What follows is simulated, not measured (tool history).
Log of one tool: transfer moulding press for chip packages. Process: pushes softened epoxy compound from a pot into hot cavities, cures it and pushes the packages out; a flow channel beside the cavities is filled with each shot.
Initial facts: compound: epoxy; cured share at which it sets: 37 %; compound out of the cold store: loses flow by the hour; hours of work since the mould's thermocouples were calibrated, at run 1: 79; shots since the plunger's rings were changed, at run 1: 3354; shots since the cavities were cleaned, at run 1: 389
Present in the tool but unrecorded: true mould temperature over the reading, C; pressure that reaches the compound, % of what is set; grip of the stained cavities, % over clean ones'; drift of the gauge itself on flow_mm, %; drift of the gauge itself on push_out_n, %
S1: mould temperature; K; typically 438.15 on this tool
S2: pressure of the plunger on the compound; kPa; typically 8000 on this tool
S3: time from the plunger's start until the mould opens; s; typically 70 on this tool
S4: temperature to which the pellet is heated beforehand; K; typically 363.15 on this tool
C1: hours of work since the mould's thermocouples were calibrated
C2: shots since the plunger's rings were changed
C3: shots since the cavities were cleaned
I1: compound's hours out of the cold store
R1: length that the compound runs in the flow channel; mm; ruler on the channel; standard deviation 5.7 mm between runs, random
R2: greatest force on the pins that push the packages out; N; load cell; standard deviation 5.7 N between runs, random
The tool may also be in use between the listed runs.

Run 1, hour 0.0: usual settings; C1 79; C2 3354; C3 389; I1 8.6. Result: R1 615 mm, R2 328 N.
Run 2, hour 11.3: usual settings but S2 7600 kPa; C1 87; C2 3574; C3 609; I1 45.3. Result: R1 524 mm, R2 367 N.
Run 3, hour 22.7: usual settings but S2 9560 kPa; C1 95; C2 3794; C3 829; I1 35.3. Result: R1 613 mm, R2 391 N.
Run 4, hour 27.9: usual settings but S1 442.15 K; C1 99; C2 3897; C3 932; I1 17.9. Result: R1 568 mm, R2 373 N.
At hour 30.4: cavities cleaned with cleaning compound and waxed.
Run 5, hour 41.4: usual settings but S1 442.15 K; C1 108; C2 4129; C3 214; I1 43.5. Result: R1 530 mm, R2 249 N.
Run 6, hour 48.1: usual settings but S3 66 s; C1 113; C2 4259; C3 344; I1 28.2. Result: R1 565 mm, R2 343 N.
Run 7, hour 55.6: usual settings but S1 435.15 K; C1 118; C2 4406; C3 491; I1 19.1. Result: R1 582 mm, R2 390 N.
Run 8, hour 62.2: usual settings but S1 435.15 K; C1 123; C2 4533; C3 618; I1 18.1. Result: R1 589 mm, R2 430 N.
Run 9, hour 73.4: usual settings; C1 131; C2 4752; C3 837; I1 13.6. Result: R1 576 mm, R2 393 N.
At hour 80.6: cavities cleaned with cleaning compound and waxed.
Run 10, hour 83.6: usual settings; C1 138; C2 4921; C3 59; I1 14.5. Result: R1 572 mm, R2 228 N.
At hour 91.0: plunger's sealing rings changed.
Run 11, hour 92.8: usual settings; C1 143; C2 34; C3 189; I1 47.6. Result: R1 574 mm, R2 275 N.
Run 12, hour 100.0: usual settings but S4 354.15 K; C1 148; C2 174; C3 329; I1 14.4. Result: R1 626 mm, R2 316 N.
Run 13, hour 106.4: usual settings but S4 354.15 K; C1 153; C2 298; C3 453; I1 35.6. Result: R1 588 mm, R2 332 N.
Run 14, hour 113.5: usual settings but S3 62 s; C1 158; C2 436; C3 591; I1 8.1. Result: R1 639 mm, R2 432 N.
Run 15, hour 125.2: usual settings but S2 8390 kPa, S4 361.15 K; C1 166; C2 665; C3 820; I1 26.5. Result: R1 612 mm, R2 390 N.
At hour 133.4: cavities cleaned with cleaning compound and waxed.
Run 16, hour 135.8: usual settings but S1 433.15 K, S2 7870 kPa, S3 59 s; C1 173; C2 842; C3 48; I1 21.6. Result: R1 606 mm, R2 396 N.
Run 17, hour 144.2: usual settings but S1 433.15 K, S2 7870 kPa, S3 59 s; C1 179; C2 1004; C3 210; I1 28.9. Result: R1 607 mm, R2 525 N.
Run 18, hour 153.5: usual settings but S1 435.15 K, S2 7870 kPa, S3 59 s; C1 186; C2 1186; C3 392; I1 32.7. Result: R1 583 mm, R2 511 N.
Run 19, hour 162.5: usual settings but S1 446.15 K, S2 8390 kPa, S3 51 s, S4 371.15 K; C1 193; C2 1360; C3 566; I1 46.9. Result: R1 549 mm, R2 368 N.
Run 20, hour 174.0: usual settings but S1 446.15 K, S2 8390 kPa, S3 51 s, S4 371.15 K; C1 201; C2 1583; C3 789; I1 9.8. Result: R1 606 mm, R2 423 N.
At hour 183.7: cavities cleaned with cleaning compound and waxed.
Run 21, hour 185.1: usual settings but S1 443.15 K, S2 7240 kPa, S4 369.15 K; C1 208; C2 1771; C3 28; I1 46.8. Result: R1 514 mm, R2 194 N.
Run 22, hour 193.3: usual settings but S1 440.15 K, S2 9970 kPa, S4 357.15 K; C1 214; C2 1931; C3 188; I1 12.3. Result: R1 669 mm, R2 261 N.
Run 23, hour 201.4: usual settings but S2 8770 kPa, S3 51 s; C1 220; C2 2086; C3 343; I1 27.6. Result: R1 611 mm, R2 521 N.
Run 24, hour 209.1: usual settings but S2 8770 kPa, S3 51 s; C1 226; C2 2238; C3 495; I1 33.2. Result: R1 583 mm, R2 581 N.
Run 25, hour 220.1: usual settings but S2 8770 kPa, S3 51 s; C1 234; C2 2451; C3 708; I1 28.4. Result: R1 604 mm, R2 655 N.
At hour 233.8: cavities cleaned with cleaning compound and waxed.
Run 26, hour 233.8: usual settings but S1 434.15 K, S2 7910 kPa, S3 99 s; C1 243; C2 2688; C3 0; I1 44.0. Result: R1 558 mm, R2 179 N.
Run 27, hour 238.9: usual settings but S1 434.15 K, S2 7910 kPa, S3 99 s; C1 247; C2 2788; C3 100; I1 21.0. Result: R1 590 mm, R2 219 N.
Run 28, hour 246.9: usual settings but S1 434.15 K, S2 7910 kPa, S3 99 s; C1 252; C2 2944; C3 256; I1 33.3. Result: R1 577 mm, R2 257 N.

3 ways to go on from here, each from the tool as it stands after run 28. What would each give?
Run A, hour 251.9: usual settings but S1 437.15 K, S2 6720 kPa, S3 58 s; C1 256; C2 3040; C3 352; I1 18.4. Result: R1 ?, R2 ?.
Run B, hour 251.9: usual settings but S1 439.15 K; C1 256; C2 3040; C3 352; I1 12.0. Result: R1 ?, R2 ?.
Run C, hour 251.9: usual settings but S1 440.15 K, S2 9580 kPa, S4 356.15 K; C1 256; C2 3040; C3 352; I1 20.6. Result: R1 ?, R2 ?.

run   R1   R2
  A  549  452
  B  599  310
  C  641  294
Had the tool no hidden state, the same runs would have come out as:
run   R1   R2
  A  583  299
  B  636  197
  C  681  187

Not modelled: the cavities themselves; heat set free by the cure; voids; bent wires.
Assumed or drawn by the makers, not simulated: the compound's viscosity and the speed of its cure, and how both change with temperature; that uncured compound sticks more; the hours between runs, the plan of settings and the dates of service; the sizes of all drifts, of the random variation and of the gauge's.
